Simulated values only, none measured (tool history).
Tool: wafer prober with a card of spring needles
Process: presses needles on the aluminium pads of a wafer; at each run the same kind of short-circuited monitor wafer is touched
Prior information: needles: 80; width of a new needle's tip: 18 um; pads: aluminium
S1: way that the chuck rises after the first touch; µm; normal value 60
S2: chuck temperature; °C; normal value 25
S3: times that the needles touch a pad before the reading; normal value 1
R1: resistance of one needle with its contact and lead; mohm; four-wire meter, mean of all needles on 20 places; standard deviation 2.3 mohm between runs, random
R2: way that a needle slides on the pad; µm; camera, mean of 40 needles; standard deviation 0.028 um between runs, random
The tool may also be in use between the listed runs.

run	day	S1	S2	S3	R1	R2
1	0.000	60	25	1	253	11.97
# day 0.262: tips cleaned on abrasive film
2	0.554	60	25	1	255	11.98
# day 0.912: tips cleaned on abrasive film
3	1.329	60	25	1	254	11.86
# day 1.583: tips cleaned on abrasive film
4	2.004	60	25	1	257	11.99
# day 2.292: tips cleaned on abrasive film
5	2.650	60	25	1	251	11.89
# day 2.954: tips cleaned on abrasive film
6	3.262	60	25	1	253	11.92
# day 3.638: tips cleaned on abrasive film
7	3.671	60	95	1	276	11.95
# day 4.308: tips cleaned on abrasive film
8	4.583	60	25	1	252	11.88
# day 4.979: tips cleaned on abrasive film
9	5.267	60	35	1	258	11.93
# day 5.633: tips cleaned on abrasive film
10	5.738	60	35	1	259	11.89
# day 6.304: tips cleaned on abrasive film
11	6.542	60	35	1	257	11.97
# day 6.967: tips cleaned on abrasive film
12	7.333	60	35	1	257	11.89
# day 7.646: tips cleaned on abrasive film
13	8.188	60	35	1	254	11.87
# day 8.300: tips cleaned on abrasive film
# day 8.962: tips cleaned on abrasive film
14	9.033	60	36	1	257	11.84
# day 9.642: tips cleaned on abrasive film
15	9.688	60	36	1	255	11.83
# day 9.783: height of the first contact set anew
16	10.150	60	36	1	256	11.81
# day 10.338: tips cleaned on abrasive film
17	10.846	60	36	1	258	11.86
# day 11.012: tips cleaned on abrasive film
# day 11.712: tips cleaned on abrasive film
18	11.746	60	36	1	256	11.83
# day 12.408: tips cleaned on abrasive film
19	12.667	60	109	1	283	11.80
# day 13.104: tips cleaned on abrasive film
20	13.271	68	108	1	280	13.37
# day 13.792: tips cleaned on abrasive film
21	14.212	68	108	1	275	13.37
# day 14.442: tips cleaned on abrasive film
22	14.946	68	108	1	275	13.33
# day 15.088: tips cleaned on abrasive film
23	15.567	57	124	3	286	11.20
# day 15.792: tips cleaned on abrasive film
24	16.083	57	124	3	286	11.21
# day 16.500: tips cleaned on abrasive film
25	16.600	57	124	3	286	11.19
26	17.088	70	47	3	260	13.76
# day 17.162: tips cleaned on abrasive film
27	17.742	58	117	2	282	11.34
# day 17.842: tips cleaned on abrasive film
28	18.425	46	80	2	280	9.02
# day 18.517: tips cleaned on abrasive film
29	18.871	46	80	2	284	9.04
# day 19.229: tips cleaned on abrasive film
30	19.462	46	80	2	279	9.01
# day 19.917: tips cleaned on abrasive film
# day 19.929: height of the first contact set anew
31	20.083	46	80	2	281	9.04
# day 20.617: tips cleaned on abrasive film
# day 20.638: gauge calibrated
32	20.638	60	25	2	251	11.98
# day 21.296: tips cleaned on abrasive film
33	21.296	49	25	2	262	9.77

Below, each run's measurement less what the same run would have read without the hidden state. Both values contain the same run-to-run variation, but the gauge's scatter may not be the same in both:
The hidden state here: debris on the tips, nm; way that the needles fall short of the set height, um; tips' diameter, um; drift of the gauge itself on contact_mohm, %; drift of the gauge itself on scrub_um, %.
run	R2
1	+0.00
2	+0.00
3	-0.02
4	-0.03
5	-0.03
6	-0.04
7	-0.05
8	-0.05
9	-0.06
10	-0.06
11	-0.07
12	-0.09
13	-0.09
14	-0.10
15	-0.10
16	-0.11
17	-0.13
18	-0.13
19	-0.15
20	-0.17
21	-0.18
22	-0.19
23	-0.17
24	-0.17
25	-0.18
26	-0.23
27	-0.19
28	-0.16
29	-0.16
30	-0.16
31	-0.18
32	+0.00
33	+0.00
R1: within 1 mohm of the measured result in every run.
